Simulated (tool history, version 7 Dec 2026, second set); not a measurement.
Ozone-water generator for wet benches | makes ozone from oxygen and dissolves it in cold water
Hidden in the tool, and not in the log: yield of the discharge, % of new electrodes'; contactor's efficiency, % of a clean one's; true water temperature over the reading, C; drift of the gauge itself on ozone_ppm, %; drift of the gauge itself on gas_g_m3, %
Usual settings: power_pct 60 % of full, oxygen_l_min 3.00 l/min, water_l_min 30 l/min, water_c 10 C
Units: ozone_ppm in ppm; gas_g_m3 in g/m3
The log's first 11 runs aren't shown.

| run | hour | power_pct | oxygen_l_min | water_l_min | water_c | hours of work since the electrodes were changed | hours of work since the contactor was cleaned | hours of work since the thermometer was calibrated | ozone_ppm | gas_g_m3 |
|---|---|---|---|---|---|---|---|---|---|---|
| 12 | 554.6 | 60 | 5.17 | 30 | 10 | 2748 | 1334 | 3646 | 12.6 | 138.8 |
| 13 | 616.8 | 60 | 3.00 | 30 | 10 | 2808 | 1394 | 3706 | 10.0 | 166.1 |
| 14 | 673.6 | 60 | 3.00 | 30 | 10 | 2863 | 1449 | 3760 | 9.9 | 164.6 |
| 15 | 721.7 | 60 | 3.00 | 30 | 10 | 2910 | 1495 | 3807 | 9.9 | 165.0 |
| 16 | 782.6 | 60 | 3.00 | 30 | 10 | 2968 | 1554 | 3866 | 10.3 | 163.7 |
| 17 | 836.1 | 60 | 3.00 | 30 | 7 | 3020 | 1605 | 3917 | 10.1 | 163.9 |
| 18 | 868.1 | 60 | 3.44 | 30 | 10 | 3051 | 1636 | 3948 | 10.8 | 155.8 |
| 19 | 917.1 | 60 | 3.44 | 30 | 10 | 3098 | 1684 | 3995 | 10.6 | 154.5 |
|  | 941.5 | gauge calibrated |
| 20 | 970.1 | 60 | 3.44 | 31 | 10 | 3149 | 1735 | 4046 | 10.1 | 161.1 |

Forecast run 21:
| 21 | 1022.9 | 60 | 3.44 | 31 | 10 | 3200 | 1786 | 4098 | ? | ? |

Run 21 gave ozone_ppm 10.3 ppm, gas_g_m3 160.0 g/m3.
Without the tool's hidden state the same run would have given ozone_ppm 10.3 ppm, gas_g_m3 160.5 g/m3.

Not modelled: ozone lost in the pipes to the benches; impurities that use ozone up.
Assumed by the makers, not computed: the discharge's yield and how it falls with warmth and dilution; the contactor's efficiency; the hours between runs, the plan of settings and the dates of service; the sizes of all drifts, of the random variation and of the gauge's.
